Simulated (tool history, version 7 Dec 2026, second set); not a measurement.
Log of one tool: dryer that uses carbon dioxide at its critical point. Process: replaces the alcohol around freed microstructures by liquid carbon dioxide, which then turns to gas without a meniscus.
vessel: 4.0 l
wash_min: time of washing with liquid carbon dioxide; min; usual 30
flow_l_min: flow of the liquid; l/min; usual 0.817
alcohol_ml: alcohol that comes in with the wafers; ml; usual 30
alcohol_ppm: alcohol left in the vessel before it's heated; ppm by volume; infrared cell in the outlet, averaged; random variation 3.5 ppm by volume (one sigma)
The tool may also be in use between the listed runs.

{"run": 1, "day": 0.0, "wash_min": 30, "flow_l_min": 0.817, "alcohol_ml": 30, "alcohol_ppm": 88}
{"run": 2, "day": 0.896, "wash_min": 30, "flow_l_min": 1.288, "alcohol_ml": 30, "alcohol_ppm": 24}
{"run": 3, "day": 1.871, "wash_min": 30, "flow_l_min": 0.817, "alcohol_ml": 52, "alcohol_ppm": 140}
{"day": 2.075, "done": "inlet filter changed"}
{"run": 4, "day": 2.883, "wash_min": 30, "flow_l_min": 0.817, "alcohol_ml": 52, "alcohol_ppm": 100}
{"run": 5, "day": 4.238, "wash_min": 30, "flow_l_min": 0.817, "alcohol_ml": 52, "alcohol_ppm": 102}
{"run": 6, "day": 5.479, "wash_min": 30, "flow_l_min": 0.817, "alcohol_ml": 52, "alcohol_ppm": 111}
{"run": 7, "day": 6.7, "wash_min": 30, "flow_l_min": 0.817, "alcohol_ml": 52, "alcohol_ppm": 113}
{"run": 8, "day": 8.446, "wash_min": 30, "flow_l_min": 0.817, "alcohol_ml": 30, "alcohol_ppm": 75}
{"run": 9, "day": 10.2, "wash_min": 30, "flow_l_min": 0.817, "alcohol_ml": 30, "alcohol_ppm": 80}
{"run": 10, "day": 11.967, "wash_min": 30, "flow_l_min": 0.817, "alcohol_ml": 30, "alcohol_ppm": 83}
{"run": 11, "day": 13.271, "wash_min": 39, "flow_l_min": 0.817, "alcohol_ml": 30, "alcohol_ppm": 45}
{"run": 12, "day": 14.175, "wash_min": 39, "flow_l_min": 0.817, "alcohol_ml": 30, "alcohol_ppm": 42}
{"run": 13, "day": 15.183, "wash_min": 30, "flow_l_min": 0.845, "alcohol_ml": 30, "alcohol_ppm": 74}
{"run": 14, "day": 16.842, "wash_min": 30, "flow_l_min": 0.845, "alcohol_ml": 30, "alcohol_ppm": 83}
{"run": 15, "day": 17.779, "wash_min": 30, "flow_l_min": 0.845, "alcohol_ml": 30, "alcohol_ppm": 92}
{"run": 16, "day": 19.312, "wash_min": 30, "flow_l_min": 0.845, "alcohol_ml": 30, "alcohol_ppm": 90}
{"run": 17, "day": 20.267, "wash_min": 30, "flow_l_min": 0.845, "alcohol_ml": 30, "alcohol_ppm": 84}
{"run": 18, "day": 21.942, "wash_min": 30, "flow_l_min": 0.845, "alcohol_ml": 30, "alcohol_ppm": 96}
{"run": 19, "day": 23.408, "wash_min": 30, "flow_l_min": 0.679, "alcohol_ml": 30, "alcohol_ppm": 181}
{"run": 20, "day": 24.592, "wash_min": 18, "flow_l_min": 0.817, "alcohol_ml": 48, "alcohol_ppm": 735}
{"run": 21, "day": 26.017, "wash_min": 18, "flow_l_min": 0.817, "alcohol_ml": 48, "alcohol_ppm": 752}
{"run": 22, "day": 27.079, "wash_min": 30, "flow_l_min": 1.164, "alcohol_ml": 83, "alcohol_ppm": 73}
{"run": 23, "day": 28.217, "wash_min": 30, "flow_l_min": 1.164, "alcohol_ml": 83, "alcohol_ppm": 78}
{"run": 24, "day": 29.121, "wash_min": 30, "flow_l_min": 1.164, "alcohol_ml": 83, "alcohol_ppm": 79}
{"day": 30.308, "done": "inlet filter changed"}
{"run": 25, "day": 30.308, "wash_min": 22, "flow_l_min": 0.78, "alcohol_ml": 30, "alcohol_ppm": 258}
{"run": 26, "day": 31.467, "wash_min": 22, "flow_l_min": 0.78, "alcohol_ml": 30, "alcohol_ppm": 266}
{"run": 27, "day": 32.329, "wash_min": 22, "flow_l_min": 0.78, "alcohol_ml": 30, "alcohol_ppm": 266}
{"run": 28, "day": 33.183, "wash_min": 22, "flow_l_min": 0.78, "alcohol_ml": 30, "alcohol_ppm": 269}
{"run": 29, "day": 34.554, "wash_min": 32, "flow_l_min": 1.161, "alcohol_ml": 31, "alcohol_ppm": 50}
{"run": 30, "day": 35.35, "wash_min": 32, "flow_l_min": 1.161, "alcohol_ml": 31, "alcohol_ppm": 55}
{"run": 31, "day": 36.662, "wash_min": 32, "flow_l_min": 1.161, "alcohol_ml": 31, "alcohol_ppm": 61}
{"run": 32, "day": 37.392, "wash_min": 37, "flow_l_min": 0.642, "alcohol_ml": 20, "alcohol_ppm": 96}
{"run": 33, "day": 38.167, "wash_min": 24, "flow_l_min": 1.187, "alcohol_ml": 30, "alcohol_ppm": 79}
{"run": 34, "day": 39.846, "wash_min": 30, "flow_l_min": 0.985, "alcohol_ml": 59, "alcohol_ppm": 101}
{"run": 35, "day": 41.333, "wash_min": 32, "flow_l_min": 0.874, "alcohol_ml": 28, "alcohol_ppm": 84}
{"run": 36, "day": 42.4, "wash_min": 32, "flow_l_min": 0.874, "alcohol_ml": 28, "alcohol_ppm": 88}
{"run": 37, "day": 44.108, "wash_min": 21, "flow_l_min": 0.964, "alcohol_ml": 110, "alcohol_ppm": 572}

5 ways to go on from here, each from the tool as it stands after run 37. What would each give?
{"run": "A", "day": 45.812, "wash_min": 30, "flow_l_min": 0.59, "alcohol_ml": 34, "alcohol_ppm": "?"}
{"run": "B", "day": 45.812, "wash_min": 43, "flow_l_min": 0.857, "alcohol_ml": 113, "alcohol_ppm": "?"}
{"run": "C", "day": 45.812, "wash_min": 30, "flow_l_min": 0.817, "alcohol_ml": 107, "alcohol_ppm": "?"}
{"run": "D", "day": 45.812, "wash_min": 32, "flow_l_min": 0.817, "alcohol_ml": 117, "alcohol_ppm": "?"}
{"run": "E", "day": 45.812, "wash_min": 41, "flow_l_min": 0.611, "alcohol_ml": 30, "alcohol_ppm": "?"}

run=A alcohol_ppm=310
run=B alcohol_ppm=89
run=C alcohol_ppm=264
run=D alcohol_ppm=224
run=E alcohol_ppm=111
Without the tool's hidden state the same runs would have given:
run=A alcohol_ppm=210
run=B alcohol_ppm=25
run=C alcohol_ppm=159
run=D alcohol_ppm=127
run=E alcohol_ppm=41

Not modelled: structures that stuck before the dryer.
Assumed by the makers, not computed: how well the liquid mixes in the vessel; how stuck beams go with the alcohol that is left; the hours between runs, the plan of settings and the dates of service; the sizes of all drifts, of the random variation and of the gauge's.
